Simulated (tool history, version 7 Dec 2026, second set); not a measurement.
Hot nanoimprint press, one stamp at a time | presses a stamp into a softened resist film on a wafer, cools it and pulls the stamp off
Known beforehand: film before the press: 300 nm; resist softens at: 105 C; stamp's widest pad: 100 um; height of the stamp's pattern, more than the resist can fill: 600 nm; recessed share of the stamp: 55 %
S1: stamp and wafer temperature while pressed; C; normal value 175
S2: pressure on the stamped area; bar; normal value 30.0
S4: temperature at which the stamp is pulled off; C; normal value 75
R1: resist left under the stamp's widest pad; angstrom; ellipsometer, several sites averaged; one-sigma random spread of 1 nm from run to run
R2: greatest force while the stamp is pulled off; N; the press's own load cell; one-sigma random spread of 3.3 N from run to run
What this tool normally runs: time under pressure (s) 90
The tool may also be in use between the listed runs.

run 1 hour=0.0 | S1=175 S2=30.0 time_under_pressure_(s)=90 S4=75 | R1=1751 R2=198
run 2 hour=32.3 | S1=175 S2=30.0 time_under_pressure_(s)=90 S4=75 | R1=1758 R2=206
-- hour=45.6 plate thermocouple calibrated
run 3 hour=73.0 | S1=175 S2=30.0 time_under_pressure_(s)=90 S4=75 | R1=1809 R2=216
run 4 hour=104.4 | S1=175 S2=30.0 time_under_pressure_(s)=90 S4=75 | R1=1797 R2=233
-- hour=129.6 stamp cleaned and given a new release coat
run 5 hour=140.0 | S1=166 S2=30.0 time_under_pressure_(s)=90 S4=75 | R1=2433 R2=149
run 6 hour=168.6 | S1=175 S2=30.0 time_under_pressure_(s)=90 S4=75 | R1=1818 R2=167
run 7 hour=201.1 | S1=175 S2=30.0 time_under_pressure_(s)=90 S4=75 | R1=1808 R2=184
run 8 hour=235.7 | S1=175 S2=30.0 time_under_pressure_(s)=109 S4=75 | R1=1750 R2=192
run 9 hour=298.9 | S1=175 S2=30.0 time_under_pressure_(s)=109 S4=75 | R1=1752 R2=206
run 10 hour=335.0 | S1=175 S2=30.0 time_under_pressure_(s)=109 S4=75 | R1=1742 R2=237
-- hour=364.5 stamp cleaned and given a new release coat
run 11 hour=394.0 | S1=175 S2=30.0 time_under_pressure_(s)=109 S4=75 | R1=1749 R2=166
run 12 hour=420.8 | S1=175 S2=30.0 time_under_pressure_(s)=90 S4=75 | R1=1860 R2=178
-- hour=434.4 plate thermocouple calibrated, once more
run 13 hour=487.7 | S1=175 S2=30.0 time_under_pressure_(s)=90 S4=75 | R1=1702 R2=189
run 14 hour=524.3 | S1=175 S2=30.0 time_under_pressure_(s)=90 S4=75 | R1=1722 R2=210
run 15 hour=590.2 | S1=175 S2=30.0 time_under_pressure_(s)=90 S4=75 | R1=1741 R2=229
-- hour=601.4 stamp cleaned and given a new release coat
run 16 hour=652.4 | S1=175 S2=30.0 time_under_pressure_(s)=90 S4=75 | R1=1740 R2=178
-- hour=667.7 press's hydraulic seals changed and the load cell set to zero
run 17 hour=721.4 | S1=175 S2=38.6 time_under_pressure_(s)=142 S4=82 | R1=1307 R2=189
run 18 hour=785.6 | S1=186 S2=45.2 time_under_pressure_(s)=49 S4=75 | R1=1080 R2=214
run 19 hour=820.7 | S1=186 S2=45.2 time_under_pressure_(s)=124 S4=82 | R1=761 R2=218
-- hour=844.4 stamp cleaned and given a new release coat
run 20 hour=879.6 | S1=183 S2=45.2 time_under_pressure_(s)=47 S4=82 | R1=1288 R2=162
-- hour=930.1 plate thermocouple calibrated
run 21 hour=944.7 | S1=175 S2=20.9 time_under_pressure_(s)=144 S4=75 | R1=1662 R2=189
run 22 hour=989.7 | S1=175 S2=20.9 time_under_pressure_(s)=144 S4=75 | R1=1672 R2=206
run 23 hour=1049.4 | S1=168 S2=47.7 time_under_pressure_(s)=131 S4=71 | R1=1654 R2=235
-- hour=1085.0 stamp cleaned and given a new release coat
run 24 hour=1091.4 | S1=175 S2=30.0 time_under_pressure_(s)=53 S4=76 | R1=1966 R2=153
run 25 hour=1137.5 | S1=175 S2=30.0 time_under_pressure_(s)=53 S4=76 | R1=1969 R2=172
run 26 hour=1200.9 | S1=176 S2=47.5 time_under_pressure_(s)=144 S4=70 | R1=1123 R2=205
run 27 hour=1263.9 | S1=175 S2=36.4 time_under_pressure_(s)=90 S4=72 | R1=1583 R2=216
run 28 hour=1309.3 | S1=175 S2=36.4 time_under_pressure_(s)=90 S4=72 | R1=1578 R2=245

Consider 3 possible next runs. They are alternatives, not a sequence: every one starts from the tool as it was left by run 28. What does each give?
-- hour=1321.1 stamp cleaned and given a new release coat
run A hour=1375.0 | S1=175 S2=36.4 time_under_pressure_(s)=90 S4=81 | R1=? R2=?
-- hour=1321.1 stamp cleaned and given a new release coat
run B hour=1375.0 | S1=179 S2=30.0 time_under_pressure_(s)=136 S4=75 | R1=? R2=?
-- hour=1321.1 stamp cleaned and given a new release coat
run C hour=1375.0 | S1=173 S2=46.5 time_under_pressure_(s)=90 S4=75 | R1=? R2=?

run=A R1=1604 R2=165
run=B R1=1275 R2=172
run=C R1=1583 R2=178
Take away the tool's hidden state, keep each run's random variation, and the runs would have read:
run=A R1=1520 R2=147
run=B R1=1207 R2=154
run=C R1=1489 R2=159
